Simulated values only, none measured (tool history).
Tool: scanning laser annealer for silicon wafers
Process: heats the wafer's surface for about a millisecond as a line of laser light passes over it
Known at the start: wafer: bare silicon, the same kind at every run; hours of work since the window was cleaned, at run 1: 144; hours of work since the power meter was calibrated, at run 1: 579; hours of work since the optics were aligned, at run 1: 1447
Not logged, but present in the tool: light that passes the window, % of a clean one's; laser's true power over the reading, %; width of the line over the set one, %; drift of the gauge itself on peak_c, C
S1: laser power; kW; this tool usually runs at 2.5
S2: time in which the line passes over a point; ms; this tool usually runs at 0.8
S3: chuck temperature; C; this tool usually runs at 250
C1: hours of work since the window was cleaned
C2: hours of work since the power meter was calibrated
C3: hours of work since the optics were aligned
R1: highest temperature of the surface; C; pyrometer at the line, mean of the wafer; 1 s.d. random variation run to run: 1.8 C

Run 1, hour 0: usual settings; C1 144; C2 579; C3 1447. Result: R1 1033 C.
Run 2, hour 21: usual settings; C1 156; C2 590; C3 1458. Result: R1 1034 C.
Run 3, hour 37.7: usual settings but S1 2.638 kW; C1 165; C2 600; C3 1468. Result: R1 1095 C.
Run 4, hour 67.1: usual settings but S1 2.638 kW; C1 182; C2 616; C3 1484. Result: R1 1090 C.
Run 5, hour 84.5: usual settings but S1 2.638 kW; C1 191; C2 626; C3 1494. Result: R1 1088 C.
Run 6, hour 106.9: usual settings but S1 2.638 kW, S2 0.712 ms; C1 204; C2 638; C3 1506. Result: R1 1044 C.
Run 7, hour 133.2: usual settings but S1 2.59 kW; C1 218; C2 653; C3 1521. Result: R1 1069 C.
Run 8, hour 152.3: usual settings but S1 2.59 kW, S2 0.974 ms; C1 229; C2 663; C3 1532. Result: R1 1145 C.
Run 9, hour 169.4: usual settings but S2 0.807 ms; C1 239; C2 673; C3 1541. Result: R1 1029 C.
Run 10, hour 194.7: usual settings but S2 0.974 ms, S3 251 C; C1 253; C2 687; C3 1555. Result: R1 1104 C.
Run 11, hour 219: usual settings but S1 2.527 kW, S2 0.974 ms, S3 244 C; C1 266; C2 700; C3 1569. Result: R1 1109 C.
Run 12, hour 231.3: usual settings but S1 2.368 kW, S2 0.808 ms, S3 215 C; C1 273; C2 707; C3 1576. Result: R1 941 C.
Run 13, hour 253.1: usual settings but S1 2.451 kW, S2 0.665 ms, S3 231 C; C1 285; C2 719; C3 1588. Result: R1 924 C.
Run 14, hour 265.3: usual settings but S1 2.515 kW, S2 0.866 ms; C1 292; C2 726; C3 1594. Result: R1 1059 C.
Run 15, hour 286.9: usual settings but S2 0.858 ms, S3 261 C; C1 304; C2 738; C3 1607. Result: R1 1063 C.
At hour 300: window over the wafer cleaned.
Run 16, hour 312.2: usual settings but S1 2.507 kW, S3 259 C; C1 7; C2 751; C3 1619. Result: R1 1056 C.
Run 17, hour 334.6: usual settings but S1 2.494 kW, S2 0.705 ms, S3 222 C; C1 19; C2 764; C3 1632. Result: R1 966 C.

3 ways to go on from here, each from the tool as it stands after run 17. What would each give?
At hour 363: optics aligned, line set to its width.
Run A, hour 367.9: usual settings but S1 2.263 kW, S2 0.619 ms, S3 249 C; C1 35; C2 779; C3 3. Result: R1 ?.
At hour 363: optics aligned, line set to its width.
Run B, hour 367.9: usual settings but S1 2.452 kW, S2 0.705 ms, S3 222 C; C1 35; C2 779; C3 3. Result: R1 ?.
At hour 363: optics aligned, line set to its width.
Run C, hour 367.9: usual settings but S2 0.965 ms; C1 35; C2 779; C3 3. Result: R1 ?.

run    R1
  A   878
  B   962
  C  1134
With the hidden condition removed and each run's random variation left untouched, the same runs would have given:
run    R1
  A   884
  B   970
  C  1143

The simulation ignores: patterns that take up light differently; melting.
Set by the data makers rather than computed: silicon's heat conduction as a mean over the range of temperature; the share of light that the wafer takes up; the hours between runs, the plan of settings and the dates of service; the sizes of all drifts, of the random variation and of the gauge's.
